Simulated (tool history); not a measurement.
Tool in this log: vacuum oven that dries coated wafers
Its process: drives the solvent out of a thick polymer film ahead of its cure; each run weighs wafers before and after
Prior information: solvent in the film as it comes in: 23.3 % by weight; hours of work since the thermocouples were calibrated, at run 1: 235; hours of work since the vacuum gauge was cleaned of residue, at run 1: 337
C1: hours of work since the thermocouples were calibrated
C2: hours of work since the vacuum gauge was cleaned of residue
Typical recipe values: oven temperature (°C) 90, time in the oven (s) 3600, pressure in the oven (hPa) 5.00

{"run": 1, "hour": 0.0, "oven temperature (°C)": 90, "time in the oven (s)": 3600, "pressure in the oven (hPa)": 5.0, "C1": 235, "C2": 337, "solvent left in the film (%)": 1.76}
{"run": 2, "hour": 15.5, "oven temperature (°C)": 90, "time in the oven (s)": 3600, "pressure in the oven (hPa)": 5.0, "C1": 243, "C2": 345, "solvent left in the film (%)": 1.82}
{"run": 3, "hour": 25.4, "oven temperature (°C)": 90, "time in the oven (s)": 3720, "pressure in the oven (hPa)": 5.0, "C1": 248, "C2": 350, "solvent left in the film (%)": 1.76}
{"run": 4, "hour": 43.8, "oven temperature (°C)": 90, "time in the oven (s)": 2520, "pressure in the oven (hPa)": 5.0, "C1": 257, "C2": 359, "solvent left in the film (%)": 2.91}
{"run": 5, "hour": 56.2, "oven temperature (°C)": 90, "time in the oven (s)": 2520, "pressure in the oven (hPa)": 5.0, "C1": 263, "C2": 365, "solvent left in the film (%)": 2.93}
{"run": 6, "hour": 72.2, "oven temperature (°C)": 90, "time in the oven (s)": 2520, "pressure in the oven (hPa)": 5.0, "C1": 271, "C2": 373, "solvent left in the film (%)": 2.87}
{"run": 7, "hour": 93.0, "oven temperature (°C)": 90, "time in the oven (s)": 2520, "pressure in the oven (hPa)": 5.0, "C1": 282, "C2": 383, "solvent left in the film (%)": 2.96}
{"run": 8, "hour": 106.4, "oven temperature (°C)": 90, "time in the oven (s)": 2520, "pressure in the oven (hPa)": 5.0, "C1": 288, "C2": 390, "solvent left in the film (%)": 2.96}
{"hour": 110.5, "done": "oven's thermocouples calibrated"}
{"run": 9, "hour": 132.9, "oven temperature (°C)": 90, "time in the oven (s)": 2520, "pressure in the oven (hPa)": 5.0, "C1": 11, "C2": 402, "solvent left in the film (%)": 2.94}
{"run": 10, "hour": 148.5, "oven temperature (°C)": 79, "time in the oven (s)": 2940, "pressure in the oven (hPa)": 15.07, "C1": 19, "C2": 410, "solvent left in the film (%)": 9.45}
{"hour": 160.0, "done": "oven's thermocouples calibrated, once more"}
{"run": 11, "hour": 167.4, "oven temperature (°C)": 76, "time in the oven (s)": 2220, "pressure in the oven (hPa)": 2.97, "C1": 4, "C2": 419, "solvent left in the film (%)": 10.21}
{"run": 12, "hour": 188.0, "oven temperature (°C)": 90, "time in the oven (s)": 3600, "pressure in the oven (hPa)": 3.86, "C1": 14, "C2": 429, "solvent left in the film (%)": 1.55}
{"run": 13, "hour": 212.6, "oven temperature (°C)": 92, "time in the oven (s)": 2040, "pressure in the oven (hPa)": 11.69, "C1": 26, "C2": 441, "solvent left in the film (%)": 4.21}
{"run": 14, "hour": 230.4, "oven temperature (°C)": 92, "time in the oven (s)": 2040, "pressure in the oven (hPa)": 11.69, "C1": 35, "C2": 450, "solvent left in the film (%)": 4.21}

Each run again, without the hidden state but with its own random variation kept:
What the log doesn't record here: true wafer temperature over the reading, C; true pressure over the reading, kPa; drift of the gauge itself on solvent_pct, %.
run=1 solvent_left_in_the_film_(%)=1.61
run=2 solvent_left_in_the_film_(%)=1.67
run=3 solvent_left_in_the_film_(%)=1.62
run=4 solvent_left_in_the_film_(%)=2.77
run=5 solvent_left_in_the_film_(%)=2.78
run=6 solvent_left_in_the_film_(%)=2.72
run=7 solvent_left_in_the_film_(%)=2.82
run=8 solvent_left_in_the_film_(%)=2.82
run=9 solvent_left_in_the_film_(%)=2.80
run=10 solvent_left_in_the_film_(%)=9.28
run=11 solvent_left_in_the_film_(%)=10.02
run=12 solvent_left_in_the_film_(%)=1.38
run=13 solvent_left_in_the_film_(%)=4.07
run=14 solvent_left_in_the_film_(%)=4.06

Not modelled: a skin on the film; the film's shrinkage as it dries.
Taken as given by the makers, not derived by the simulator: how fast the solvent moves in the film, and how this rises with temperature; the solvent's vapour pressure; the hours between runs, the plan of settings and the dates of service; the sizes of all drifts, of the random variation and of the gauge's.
